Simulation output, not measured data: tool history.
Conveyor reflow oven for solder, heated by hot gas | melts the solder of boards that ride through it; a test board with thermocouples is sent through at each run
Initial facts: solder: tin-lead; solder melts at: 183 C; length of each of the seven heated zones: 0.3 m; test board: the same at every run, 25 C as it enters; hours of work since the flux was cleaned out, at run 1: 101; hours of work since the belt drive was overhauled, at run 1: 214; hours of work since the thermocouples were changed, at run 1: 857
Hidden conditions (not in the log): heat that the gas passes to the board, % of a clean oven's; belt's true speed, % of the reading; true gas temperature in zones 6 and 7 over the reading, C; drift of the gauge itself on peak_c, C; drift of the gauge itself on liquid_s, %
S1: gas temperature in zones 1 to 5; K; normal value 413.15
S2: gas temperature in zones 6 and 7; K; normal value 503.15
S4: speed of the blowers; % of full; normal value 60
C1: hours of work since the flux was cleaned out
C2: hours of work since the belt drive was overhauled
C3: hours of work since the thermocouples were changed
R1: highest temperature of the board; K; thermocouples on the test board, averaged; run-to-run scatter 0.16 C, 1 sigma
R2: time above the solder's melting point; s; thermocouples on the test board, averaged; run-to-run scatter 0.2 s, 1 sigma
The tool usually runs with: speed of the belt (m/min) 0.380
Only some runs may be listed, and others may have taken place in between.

{"run": 1, "hour": 0.0, "S1": 413.15, "S2": 503.15, "speed of the belt (m/min)": 0.38, "S4": 60, "C1": 101, "C2": 214, "C3": 857, "R1": 487.15, "R2": 68.9}
{"run": 2, "hour": 6.2, "S1": 413.15, "S2": 503.15, "speed of the belt (m/min)": 0.38, "S4": 60, "C1": 105, "C2": 217, "C3": 861, "R1": 487.05, "R2": 68.5}
{"run": 3, "hour": 15.4, "S1": 413.15, "S2": 503.15, "speed of the belt (m/min)": 0.38, "S4": 60, "C1": 110, "C2": 222, "C3": 866, "R1": 486.85, "R2": 68.6}
{"run": 4, "hour": 26.8, "S1": 413.15, "S2": 503.15, "speed of the belt (m/min)": 0.38, "S4": 60, "C1": 116, "C2": 228, "C3": 872, "R1": 487.05, "R2": 68.6}
{"run": 5, "hour": 34.3, "S1": 413.15, "S2": 503.15, "speed of the belt (m/min)": 0.38, "S4": 60, "C1": 120, "C2": 232, "C3": 876, "R1": 486.85, "R2": 68.2}
{"run": 6, "hour": 44.6, "S1": 413.15, "S2": 503.15, "speed of the belt (m/min)": 0.38, "S4": 60, "C1": 126, "C2": 238, "C3": 881, "R1": 486.95, "R2": 68.5}
{"run": 7, "hour": 55.8, "S1": 413.15, "S2": 503.15, "speed of the belt (m/min)": 0.38, "S4": 60, "C1": 132, "C2": 244, "C3": 887, "R1": 486.95, "R2": 69.3}
{"run": 8, "hour": 63.2, "S1": 413.15, "S2": 503.15, "speed of the belt (m/min)": 0.407, "S4": 60, "C1": 136, "C2": 248, "C3": 891, "R1": 485.05, "R2": 61.0}
{"run": 9, "hour": 74.2, "S1": 413.15, "S2": 503.15, "speed of the belt (m/min)": 0.407, "S4": 60, "C1": 142, "C2": 254, "C3": 897, "R1": 484.75, "R2": 61.4}
{"run": 10, "hour": 84.9, "S1": 413.15, "S2": 503.15, "speed of the belt (m/min)": 0.407, "S4": 60, "C1": 147, "C2": 260, "C3": 903, "R1": 484.95, "R2": 61.3}
{"run": 11, "hour": 97.5, "S1": 413.15, "S2": 503.15, "speed of the belt (m/min)": 0.407, "S4": 60, "C1": 154, "C2": 267, "C3": 910, "R1": 484.95, "R2": 60.9}
{"run": 12, "hour": 109.5, "S1": 413.15, "S2": 503.15, "speed of the belt (m/min)": 0.407, "S4": 60, "C1": 161, "C2": 273, "C3": 916, "R1": 484.85, "R2": 60.9}
{"run": 13, "hour": 117.0, "S1": 413.15, "S2": 503.15, "speed of the belt (m/min)": 0.407, "S4": 60, "C1": 165, "C2": 277, "C3": 920, "R1": 484.95, "R2": 60.9}
{"run": 14, "hour": 129.3, "S1": 418.15, "S2": 503.15, "speed of the belt (m/min)": 0.38, "S4": 60, "C1": 171, "C2": 284, "C3": 927, "R1": 488.15, "R2": 71.6}
{"run": 15, "hour": 135.6, "S1": 413.15, "S2": 503.15, "speed of the belt (m/min)": 0.38, "S4": 60, "C1": 175, "C2": 287, "C3": 931, "R1": 487.35, "R2": 68.4}
{"run": 16, "hour": 143.8, "S1": 413.15, "S2": 503.15, "speed of the belt (m/min)": 0.38, "S4": 60, "C1": 179, "C2": 292, "C3": 935, "R1": 487.15, "R2": 68.5}
{"run": 17, "hour": 149.3, "S1": 413.15, "S2": 503.15, "speed of the belt (m/min)": 0.38, "S4": 86, "C1": 182, "C2": 295, "C3": 938, "R1": 493.65, "R2": 76.3}
{"run": 18, "hour": 154.4, "S1": 413.15, "S2": 497.15, "speed of the belt (m/min)": 0.38, "S4": 86, "C1": 185, "C2": 297, "C3": 941, "R1": 488.05, "R2": 72.4}
{"run": 19, "hour": 161.8, "S1": 413.15, "S2": 497.15, "speed of the belt (m/min)": 0.38, "S4": 86, "C1": 189, "C2": 301, "C3": 945, "R1": 487.75, "R2": 71.9}
{"run": 20, "hour": 171.4, "S1": 407.15, "S2": 503.15, "speed of the belt (m/min)": 0.392, "S4": 60, "C1": 194, "C2": 306, "C3": 950, "R1": 484.85, "R2": 60.9}
{"run": 21, "hour": 179.7, "S1": 407.15, "S2": 503.15, "speed of the belt (m/min)": 0.392, "S4": 60, "C1": 198, "C2": 311, "C3": 954, "R1": 484.65, "R2": 61.4}
{"run": 22, "hour": 188.6, "S1": 413.15, "S2": 508.15, "speed of the belt (m/min)": 0.335, "S4": 51, "C1": 203, "C2": 316, "C3": 959, "R1": 492.25, "R2": 83.5}
{"run": 23, "hour": 199.8, "S1": 413.15, "S2": 508.15, "speed of the belt (m/min)": 0.335, "S4": 51, "C1": 209, "C2": 322, "C3": 965, "R1": 492.45, "R2": 83.2}
{"run": 24, "hour": 208.1, "S1": 413.15, "S2": 508.15, "speed of the belt (m/min)": 0.335, "S4": 51, "C1": 214, "C2": 326, "C3": 970, "R1": 492.05, "R2": 83.1}
{"run": 25, "hour": 216.8, "S1": 424.15, "S2": 508.15, "speed of the belt (m/min)": 0.335, "S4": 51, "C1": 218, "C2": 331, "C3": 974, "R1": 494.45, "R2": 91.3}
{"run": 26, "hour": 228.8, "S1": 424.15, "S2": 508.15, "speed of the belt (m/min)": 0.335, "S4": 51, "C1": 225, "C2": 337, "C3": 981, "R1": 493.85, "R2": 91.3}
{"run": 27, "hour": 237.5, "S1": 424.15, "S2": 508.15, "speed of the belt (m/min)": 0.335, "S4": 51, "C1": 230, "C2": 342, "C3": 985, "R1": 493.95, "R2": 91.8}
{"run": 28, "hour": 243.7, "S1": 424.15, "S2": 508.15, "speed of the belt (m/min)": 0.335, "S4": 51, "C1": 233, "C2": 345, "C3": 989, "R1": 494.15, "R2": 91.4}
{"run": 29, "hour": 252.4, "S1": 413.15, "S2": 503.15, "speed of the belt (m/min)": 0.38, "S4": 89, "C1": 238, "C2": 350, "C3": 993, "R1": 493.95, "R2": 77.3}
{"run": 30, "hour": 264.3, "S1": 405.15, "S2": 515.15, "speed of the belt (m/min)": 0.38, "S4": 60, "C1": 244, "C2": 357, "C3": 1000, "R1": 495.95, "R2": 73.4}
{"run": 31, "hour": 275.3, "S1": 413.15, "S2": 503.15, "speed of the belt (m/min)": 0.311, "S4": 60, "C1": 250, "C2": 363, "C3": 1006, "R1": 492.75, "R2": 91.8}

Each row is a separate what-if for the run after 31, all from the same tool condition, not one after another. Results?
{"hour": 285.1, "done": "flux residue cleaned out of gas plates and filters"}
{"run": "A", "hour": 289.8, "S1": 413.15, "S2": 503.15, "speed of the belt (m/min)": 0.326, "S4": 56, "C1": 3, "C2": 368, "C3": 1011, "R1": "?", "R2": "?"}
{"hour": 285.1, "done": "flux residue cleaned out of gas plates and filters"}
{"run": "B", "hour": 289.8, "S1": 413.15, "S2": 492.15, "speed of the belt (m/min)": 0.35, "S4": 60, "C1": 3, "C2": 368, "C3": 1011, "R1": "?", "R2": "?"}
{"hour": 285.1, "done": "flux residue cleaned out of gas plates and filters"}
{"run": "C", "hour": 289.8, "S1": 413.15, "S2": 503.15, "speed of the belt (m/min)": 0.308, "S4": 60, "C1": 3, "C2": 368, "C3": 1011, "R1": "?", "R2": "?"}

run=A R1=490.45 R2=84.2
run=B R1=479.95 R2=66.5
run=C R1=492.85 R2=93.3
What these runs would have given with no unlogged condition in the tool:
run=A R1=490.35 R2=84.1
run=B R1=479.85 R2=66.4
run=C R1=492.75 R2=93.2
